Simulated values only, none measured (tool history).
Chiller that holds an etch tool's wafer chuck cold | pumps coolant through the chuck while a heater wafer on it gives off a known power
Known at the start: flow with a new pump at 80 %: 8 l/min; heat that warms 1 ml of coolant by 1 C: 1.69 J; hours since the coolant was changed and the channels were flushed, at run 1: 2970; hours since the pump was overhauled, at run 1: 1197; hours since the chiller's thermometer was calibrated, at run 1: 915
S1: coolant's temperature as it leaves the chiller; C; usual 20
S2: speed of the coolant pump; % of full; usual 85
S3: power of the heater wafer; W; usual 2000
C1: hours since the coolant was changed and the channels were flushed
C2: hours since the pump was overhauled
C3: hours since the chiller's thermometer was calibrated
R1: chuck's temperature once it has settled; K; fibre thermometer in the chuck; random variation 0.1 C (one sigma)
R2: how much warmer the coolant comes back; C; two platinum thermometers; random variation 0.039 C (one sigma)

run 1 hour=0.0 | S1=20 S2=85 S3=2000 | C1=2970 C2=1197 C3=915 | R1=308.45 R2=8.46
run 2 hour=30.8 | S1=20 S2=85 S3=2000 | C1=3001 C2=1228 C3=946 | R1=308.25 R2=8.37
run 3 hour=81.3 | S1=20 S2=85 S3=2000 | C1=3051 C2=1279 C3=997 | R1=308.45 R2=8.35
run 4 hour=103.3 | S1=20 S2=85 S3=2000 | C1=3073 C2=1301 C3=1019 | R1=308.45 R2=8.48
run 5 hour=131.1 | S1=20 S2=85 S3=2000 | C1=3101 C2=1329 C3=1046 | R1=308.45 R2=8.52
run 6 hour=180.5 | S1=20 S2=85 S3=2000 | C1=3151 C2=1378 C3=1096 | R1=308.55 R2=8.48
run 7 hour=230.4 | S1=20 S2=85 S3=2000 | C1=3200 C2=1428 C3=1146 | R1=308.75 R2=8.50
run 8 hour=269.2 | S1=20 S2=85 S3=2000 | C1=3239 C2=1467 C3=1184 | R1=308.75 R2=8.47
run 9 hour=303.5 | S1=20 S2=85 S3=2000 | C1=3274 C2=1501 C3=1219 | R1=308.75 R2=8.48
-- hour=311.9 coolant pump overhauled
run 10 hour=354.4 | S1=20 S2=85 S3=2000 | C1=3319 C2=42 C3=1265 | R1=308.85 R2=8.65
run 11 hour=379.0 | S1=26 S2=68 S3=2000 | C1=3344 C2=67 C3=1289 | R1=318.25 R2=10.93
run 12 hour=420.5 | S1=10 S2=85 S3=2067 | C1=3386 C2=109 C3=1331 | R1=299.45 R2=8.93
run 13 hour=468.1 | S1=10 S2=85 S3=2522 | C1=3433 C2=156 C3=1378 | R1=302.95 R2=10.85
-- hour=475.4 coolant pump overhauled, once more
run 14 hour=517.2 | S1=20 S2=100 S3=1683 | C1=3477 C2=42 C3=1423 | R1=304.45 R2=5.86
run 15 hour=537.8 | S1=20 S2=100 S3=1683 | C1=3498 C2=62 C3=1443 | R1=304.45 R2=5.88
run 16 hour=572.3 | S1=12 S2=83 S3=2000 | C1=3532 C2=97 C3=1478 | R1=300.75 R2=8.49
run 17 hour=610.0 | S1=12 S2=83 S3=2000 | C1=3570 C2=135 C3=1515 | R1=300.75 R2=8.53

Forecast each of these 5 alternatives for the next run:
run A hour=642.5 | S1=12 S2=71 S3=1257 | C1=3603 C2=167 C3=1548 | R1=? R2=?
run B hour=642.5 | S1=26 S2=61 S3=1145 | C1=3603 C2=167 C3=1548 | R1=? R2=?
run C hour=642.5 | S1=12 S2=83 S3=1742 | C1=3603 C2=167 C3=1548 | R1=? R2=?
run D hour=642.5 | S1=13 S2=66 S3=1444 | C1=3603 C2=167 C3=1548 | R1=? R2=?
run E hour=642.5 | S1=12 S2=83 S3=1712 | C1=3603 C2=167 C3=1548 | R1=? R2=?

run=A R1=296.55 R2=6.37
run=B R1=310.95 R2=6.73
run=C R1=298.85 R2=7.45
run=D R1=299.95 R2=7.89
run=E R1=298.55 R2=7.34
Without the tool's hidden state the same runs would have given:
run=A R1=295.35 R2=6.37
run=B R1=309.75 R2=6.73
run=C R1=297.45 R2=7.44
run=D R1=298.55 R2=7.89
run=E R1=297.25 R2=7.34
